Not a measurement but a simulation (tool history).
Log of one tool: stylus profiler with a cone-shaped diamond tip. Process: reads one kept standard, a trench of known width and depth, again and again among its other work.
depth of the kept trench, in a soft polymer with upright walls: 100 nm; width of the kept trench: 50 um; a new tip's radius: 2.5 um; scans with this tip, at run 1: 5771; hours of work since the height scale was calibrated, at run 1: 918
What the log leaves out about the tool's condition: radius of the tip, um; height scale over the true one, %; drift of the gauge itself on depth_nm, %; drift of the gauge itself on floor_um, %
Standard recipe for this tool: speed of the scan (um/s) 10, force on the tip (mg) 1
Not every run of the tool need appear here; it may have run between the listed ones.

| run | hour | speed of the scan (um/s) | force on the tip (mg) | scans with this tip | hours of work since the height scale was calibrated | depth of the trench (nm) | width of the trench's floor (µm) |
|---|---|---|---|---|---|---|---|
| 1 | 0 | 10 | 1 | 5771 | 918 | 100.94 | 48.57 |
| 2 | 27.5 | 10 | 1 | 5871 | 934 | 100.97 | 48.55 |
| 3 | 74.5 | 10 | 1 | 6040 | 961 | 100.97 | 48.53 |
| 4 | 135.8 | 10 | 1 | 6260 | 996 | 100.96 | 48.57 |
| 5 | 166.9 | 5 | 1 | 6372 | 1014 | 100.99 | 48.55 |
| 6 | 202.6 | 5 | 1 | 6501 | 1034 | 100.98 | 48.53 |
| 7 | 255.8 | 5 | 1 | 6692 | 1065 | 100.96 | 48.55 |
|  | 261.6 | height scale calibrated on a step standard |
| 8 | 316.1 | 10 | 0.39 | 6907 | 31 | 100.47 | 48.48 |
| 9 | 349.1 | 32 | 1 | 7026 | 50 | 100.97 | 48.44 |
| 10 | 390.5 | 32 | 1 | 7175 | 74 | 100.93 | 48.43 |
| 11 | 421.5 | 10 | 0.37 | 7287 | 92 | 100.46 | 48.5 |
| 12 | 449.5 | 18 | 1.83 | 7387 | 108 | 101.4 | 48.48 |
| 13 | 492.5 | 5 | 0.87 | 7542 | 132 | 100.84 | 48.57 |
| 14 | 533.8 | 2 | 2.78 | 7691 | 156 | 101.89 | 48.6 |
| 15 | 600.6 | 2 | 2.78 | 7931 | 194 | 101.87 | 48.6 |
| 16 | 662.3 | 30 | 2.27 | 8154 | 229 | 101.65 | 48.53 |
| 17 | 725.2 | 30 | 2.27 | 8380 | 265 | 101.6 | 48.51 |
| 18 | 756.7 | 18 | 1.14 | 8493 | 284 | 101.02 | 48.51 |
| 19 | 799.7 | 9 | 0.84 | 8648 | 308 | 100.87 | 48.53 |

Here are 5 independent what-if runs from the current tool condition. What would each one return?
| A | 858 | 9 | 1.18 | 8858 | 342 | ? | ? |
| B | 858 | 17 | 0.96 | 8858 | 342 | ? | ? |
| C | 858 | 6 | 1.65 | 8858 | 342 | ? | ? |
| D | 858 | 10 | 0.43 | 8858 | 342 | ? | ? |
| E | 858 | 9 | 0.39 | 8858 | 342 | ? | ? |

| run | depth of the trench (nm) | width of the trench's floor (µm) |
|---|---|---|
| A | 101.09 | 48.55 |
| B | 100.91 | 48.51 |
| C | 101.35 | 48.6 |
| D | 100.56 | 48.53 |
| E | 100.51 | 48.49 |
Take away the tool's hidden state, keep each run's random variation, and the runs would have read:
| run | depth of the trench (nm) | width of the trench's floor (µm) |
|---|---|---|
| A | 101.09 | 48.56 |
| B | 100.91 | 48.52 |
| C | 101.35 | 48.61 |
| D | 100.56 | 48.55 |
| E | 100.51 | 48.51 |
